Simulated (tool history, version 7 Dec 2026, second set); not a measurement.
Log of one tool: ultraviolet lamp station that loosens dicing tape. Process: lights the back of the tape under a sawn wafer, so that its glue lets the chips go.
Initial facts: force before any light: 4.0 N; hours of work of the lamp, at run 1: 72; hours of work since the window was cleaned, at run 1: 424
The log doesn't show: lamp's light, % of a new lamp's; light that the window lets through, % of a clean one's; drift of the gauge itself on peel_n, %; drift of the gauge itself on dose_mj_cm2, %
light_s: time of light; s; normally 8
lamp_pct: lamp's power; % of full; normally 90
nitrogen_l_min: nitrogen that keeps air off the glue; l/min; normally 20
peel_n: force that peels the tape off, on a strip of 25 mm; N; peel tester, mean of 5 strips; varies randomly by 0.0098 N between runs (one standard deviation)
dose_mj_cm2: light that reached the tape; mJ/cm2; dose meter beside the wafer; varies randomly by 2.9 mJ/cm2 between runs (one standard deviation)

run	hour	light_s	lamp_pct	nitrogen_l_min	hours of work of the lamp	hours of work since the window was cleaned	peel_n	dose_mj_cm2
1	0.0	8	90	20	72	424	0.509	370
2	14.6	8	90	20	80	432	0.509	373
3	26.7	8	90	20	88	440	0.483	373
4	41.4	8	63	20	96	448	0.847	252
5	57.7	8	63	20	106	458	0.800	255
6	73.0	8	90	20	115	467	0.507	366
7	83.9	8	90	20	122	474	0.520	362
8	92.1	8	90	20	126	478	0.502	368
9	105.0	8	90	20	134	486	0.509	364
10	116.4	8	90	20	141	493	0.511	366
11	132.9	8	90	28	151	503	0.454	363
12	151.2	8	90	28	162	514	0.480	361
13	159.4	6	90	20	166	519	0.776	271
14	171.6	6	90	20	174	526	0.762	267
15	188.2	8	90	14	184	536	0.604	356
16	205.6	8	90	14	194	546	0.615	354
17	216.4	8	90	14	200	552	0.585	346
18	229.2	8	90	14	208	560	0.638	350
# hour 230.7: window cleaned of glue's vapour
19	246.5	8	90	14	218	9	0.633	343
20	260.9	8	90	14	227	18	0.638	344
21	279.0	13	64	24	237	29	0.431	395
# hour 288.8: window cleaned of glue's vapour, once more
22	290.6	8	90	9	244	1	0.645	384
23	304.2	8	90	9	252	9	0.650	383
24	322.0	8	90	16	263	20	0.526	381
25	331.9	8	90	16	268	26	0.530	373
26	350.6	8	79	20	280	37	0.601	328
27	363.2	10	90	20	287	44	0.388	473
28	376.4	5	90	25	295	52	0.844	229
29	394.5	5	90	6	306	63	1.406	235
30	404.1	5	90	6	311	69	1.450	231
31	415.3	5	66	36	318	75	1.213	172
32	426.3	7	92	17	325	82	0.626	327
33	441.3	8	67	20	334	91	0.744	268
34	454.8	8	91	17	342	99	0.509	371
35	463.5	8	91	10	347	104	0.646	366
36	482.0	12	64	7	358	115	0.715	383
37	492.5	8	90	34	364	121	0.433	361
38	505.5	8	90	34	372	129	0.435	354
39	521.7	9	90	9	381	139	0.614	400

Each row is a separate what-if for the run after 39, all from the same tool condition, not one after another. Results?
A	532.6	5	64	18	388	145	?	?
B	532.6	8	81	26	388	145	?	?
C	532.6	14	86	17	388	145	?	?
D	532.6	6	80	13	388	145	?	?
E	532.6	9	66	9	388	145	?	?

run	peel_n	dose_mj_cm2
A	1.471	159
B	0.569	319
C	0.291	593
D	1.024	240
E	0.925	292
With the hidden condition removed and each run's random variation left untouched, the same runs would have given:
run	peel_n	dose_mj_cm2
A	1.256	186
B	0.456	374
C	0.259	695
D	0.840	280
E	0.752	343
